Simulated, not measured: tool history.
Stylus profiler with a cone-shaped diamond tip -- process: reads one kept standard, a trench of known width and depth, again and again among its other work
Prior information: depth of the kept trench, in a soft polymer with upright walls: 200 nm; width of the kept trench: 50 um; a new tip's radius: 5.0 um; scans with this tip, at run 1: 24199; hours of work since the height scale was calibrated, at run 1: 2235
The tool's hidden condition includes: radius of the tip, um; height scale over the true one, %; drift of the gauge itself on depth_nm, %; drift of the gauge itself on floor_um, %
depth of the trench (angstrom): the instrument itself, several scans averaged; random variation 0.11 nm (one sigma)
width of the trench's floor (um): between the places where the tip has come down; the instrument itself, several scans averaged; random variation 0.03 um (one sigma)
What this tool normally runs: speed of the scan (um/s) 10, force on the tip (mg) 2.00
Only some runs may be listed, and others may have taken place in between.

run	hour	speed of the scan (um/s)	force on the tip (mg)	scans with this tip	hours of work since the height scale was calibrated	depth of the trench (angstrom)	width of the trench's floor (um)
1	0.0	10	2.00	24199	2235	2026.2	46.52
# hour 39.0: height scale calibrated on a step standard
2	68.6	10	2.00	24705	20	2015.8	46.41
3	151.2	10	2.00	25319	77	2016.1	46.43
4	195.4	10	2.00	25647	107	2017.7	46.43
5	236.2	10	2.00	25950	135	2019.6	46.43
6	316.7	10	2.00	26548	191	2018.6	46.44
7	368.9	10	0.81	26936	226	2010.7	46.37
8	418.2	10	0.81	27302	260	2011.1	46.42
9	463.8	10	0.81	27640	291	2009.7	46.43
10	538.5	22	2.00	28195	343	2019.3	46.33
11	636.2	10	3.47	28921	410	2024.5	46.41
12	684.6	10	3.47	29281	443	2027.0	46.36
13	746.2	10	3.47	29738	485	2025.1	46.30
14	791.7	26	1.55	30076	517	2016.0	46.23
15	879.2	25	2.27	30726	577	2020.1	46.26
16	965.6	4	0.80	31368	636	2011.8	46.34
17	1064.2	21	0.99	32100	703	2014.8	46.24
18	1118.8	10	0.85	32506	741	2012.3	46.27
19	1178.8	22	1.62	32952	782	2019.7	46.22
20	1250.2	2	3.64	33482	831	2030.5	46.32
21	1307.1	3	1.01	33905	870	2012.8	46.21
22	1378.9	12	1.06	34438	919	2014.8	46.23
# hour 1395.6: new tip fitted, height scale calibrated
23	1426.8	38	2.66	232	21	2020.8	47.03

What if the next run were any one of these 5? Each begins from the tool's condition after run 23:
A	1483.2	16	1.15	651	60	?	?
B	1483.2	6	2.06	651	60	?	?
C	1483.2	5	1.76	651	60	?	?
D	1483.2	17	0.83	651	60	?	?
E	1483.2	37	1.46	651	60	?	?

run	depth of the trench (angstrom)	width of the trench's floor (um)
A	2013.1	47.10
B	2017.5	47.15
C	2015.4	47.13
D	2008.9	47.07
E	2014.2	46.99
With no hidden state in the tool, these same runs would have given:
run	depth of the trench (angstrom)	width of the trench's floor (um)
A	2013.6	47.13
B	2018.0	47.19
C	2015.9	47.17
D	2009.4	47.10
E	2014.7	47.02
